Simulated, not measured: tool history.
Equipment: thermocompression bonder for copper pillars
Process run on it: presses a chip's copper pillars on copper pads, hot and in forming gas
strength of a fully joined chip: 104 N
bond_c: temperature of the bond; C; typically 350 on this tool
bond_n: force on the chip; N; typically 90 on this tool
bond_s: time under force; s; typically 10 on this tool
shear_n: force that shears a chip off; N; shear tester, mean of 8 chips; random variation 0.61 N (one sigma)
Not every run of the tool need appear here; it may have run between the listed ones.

| run | day | bond_c | bond_n | bond_s | shear_n |
|---|---|---|---|---|---|
| 1 | 0 | 350 | 90 | 10 | 62 |
| 2 | 0.462 | 350 | 80 | 10 | 57.3 |
| 3 | 0.8 | 350 | 90 | 8 | 57.2 |
| 4 | 1.325 | 350 | 90 | 10 | 59.8 |
| 5 | 1.604 | 350 | 90 | 10 | 59.9 |
| 6 | 1.95 | 350 | 90 | 10 | 60.2 |
| 7 | 2.383 | 350 | 90 | 10 | 60.1 |
| 8 | 2.829 | 350 | 90 | 10 | 58.2 |
| 9 | 3.096 | 350 | 90 | 10 | 59.1 |
| 10 | 3.438 | 349 | 90 | 10 | 58.2 |
| 11 | 3.825 | 349 | 90 | 10 | 58.5 |
| 12 | 4.129 | 350 | 90 | 5 | 46.7 |
| 13 | 4.504 | 350 | 90 | 12 | 62.8 |
| 14 | 5.062 | 350 | 90 | 22 | 71.9 |
| 15 | 5.417 | 379 | 71 | 19 | 77.6 |
| 16 | 5.671 | 379 | 71 | 19 | 76.1 |
| 17 | 6.083 | 379 | 71 | 15 | 72.9 |
|  | 6.321 | forming gas filter changed |
| 18 | 6.529 | 379 | 71 | 15 | 80 |
| 19 | 6.796 | 379 | 71 | 15 | 80 |
| 20 | 7.371 | 359 | 71 | 15 | 69.7 |
| 21 | 7.642 | 341 | 132 | 23 | 83 |
| 22 | 8.029 | 360 | 58 | 20 | 70.4 |
| 23 | 8.621 | 376 | 135 | 8 | 82.4 |

The next listed run, before its measurement:
| 24 | 8.862 | 358 | 61 | 10 | ? |

{"run 24": {"shear_n": 57.6}}
Take away the tool's hidden state, keep the run-to-run variation as it was, and the same run would have given shear_n 56.9 N.

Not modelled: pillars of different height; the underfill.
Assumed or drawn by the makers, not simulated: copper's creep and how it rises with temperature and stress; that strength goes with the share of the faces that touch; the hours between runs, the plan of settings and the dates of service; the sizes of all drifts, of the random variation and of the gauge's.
